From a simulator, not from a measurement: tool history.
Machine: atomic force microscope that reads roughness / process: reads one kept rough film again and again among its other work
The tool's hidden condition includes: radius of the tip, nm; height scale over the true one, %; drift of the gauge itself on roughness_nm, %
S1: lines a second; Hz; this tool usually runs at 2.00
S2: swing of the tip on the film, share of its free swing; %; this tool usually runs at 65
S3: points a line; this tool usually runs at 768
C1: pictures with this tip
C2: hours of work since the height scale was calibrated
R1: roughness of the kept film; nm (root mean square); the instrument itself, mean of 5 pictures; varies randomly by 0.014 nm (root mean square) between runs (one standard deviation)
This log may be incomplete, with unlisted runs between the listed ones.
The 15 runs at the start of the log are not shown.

run    hour    S1  S2   S3   C1    C2     R1
 16   518.6  2.00  65  768   69   824  2.388
 17   558.0  2.00  65  768  131   845  1.931
      585.9  -- new tip fitted
 18   586.7  2.00  65  768    1   860  3.141
 19   634.9  1.21  57  382   77   886  2.312
 20   664.6  1.71  65  299  124   902  1.903
      693.6  -- new tip fitted
 21   712.9  1.35  69  768   30   927  2.772
 22   756.7  1.35  69  768   99   951  2.127
 23   795.8  2.00  58  768  161   972  1.744
      802.6  -- new tip fitted
 24   830.0  2.00  80  377   43   990  2.476
 25   855.2  3.67  61  765   83  1004  2.194
 26   886.0  0.79  61  856  131  1020  1.939
      912.3  -- new tip fitted
 27   913.6  1.42  65  561    2  1035  3.135
 28   936.2  2.56  59  851   38  1047  2.694
 29   975.5  1.48  73  346  100  1068  2.092
 30  1004.8  1.48  73  779  146  1084  1.825
     1020.3  -- new tip fitted
 31  1043.9  2.00  65  496   38  1105  2.639
 32  1065.8  2.00  65  496   72  1116  2.304
 33  1113.5  2.00  67  693  147  1142  1.826
     1128.1  -- new tip fitted
 34  1157.9  0.87  73  305   47  1166  2.599
 35  1192.4  0.87  73  305  102  1184  2.091

Forecast each of these 3 alternatives for the next run:
  A  1228.9  0.88  65  768  159  1204   ?
  B  1228.9  2.00  81  768  159  1204   ?
  C  1228.9  0.77  65  842  159  1204   ?

run     R1
  A  1.770
  B  1.697
  C  1.808
With no hidden state in the tool, these same runs would have given:
run     R1
  A  3.238
  B  3.102
  C  3.297
